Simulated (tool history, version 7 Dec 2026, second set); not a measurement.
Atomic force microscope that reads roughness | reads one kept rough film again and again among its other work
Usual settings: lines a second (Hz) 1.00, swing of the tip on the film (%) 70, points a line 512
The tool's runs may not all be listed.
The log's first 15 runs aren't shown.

run,day,lines a second (Hz),swing of the tip on the film (%),points a line,pictures with this tip,hours of work since the height scale was calibrated,roughness of the kept film (nm (root mean square))
16,3.625,1.00,70,291,59,91,5.305
17,3.996,1.00,70,512,69,96,5.332
18,4.367,1.00,74,512,79,100,5.230
19,4.633,1.00,74,512,87,104,5.250
20,4.804,1.00,74,512,91,106,5.266
21,5.138,3.39,56,437,100,110,5.246
22,5.346,3.39,56,437,106,113,5.264
23,5.512,1.90,70,512,110,115,5.195
24,5.746,1.90,62,327,117,118,5.288
25,6.050,1.90,62,929,125,122,5.252
26,6.250,3.30,87,795,131,124,4.585
27,6.554,3.30,87,795,139,128,4.554
28,6.929,2.31,62,527,149,133,5.249
29,7.267,2.31,62,527,158,137,5.265
30,7.488,2.31,62,516,164,140,5.206
# day 7.542: new tip fitted
31,7.788,2.52,60,940,7,143,5.247
32,8.079,2.52,60,940,15,147,5.248
33,8.408,1.00,82,682,24,151,5.209
34,8.783,1.00,82,682,34,156,5.181
35,9.133,1.00,80,491,43,160,5.243

Forecast each of these 5 alternatives for the next run:
A,9.496,3.49,78,499,53,165,?
B,9.496,2.40,89,392,53,165,?
C,9.496,1.00,89,491,53,165,?
D,9.496,1.00,70,932,53,165,?
E,9.496,1.61,87,927,53,165,?

run,roughness of the kept film (nm (root mean square))
A,4.824
B,4.696
C,5.079
D,5.320
E,4.977
Without the tool's hidden state the same runs would have given:
run,roughness of the kept film (nm (root mean square))
A,4.831
B,4.703
C,5.087
D,5.328
E,4.984
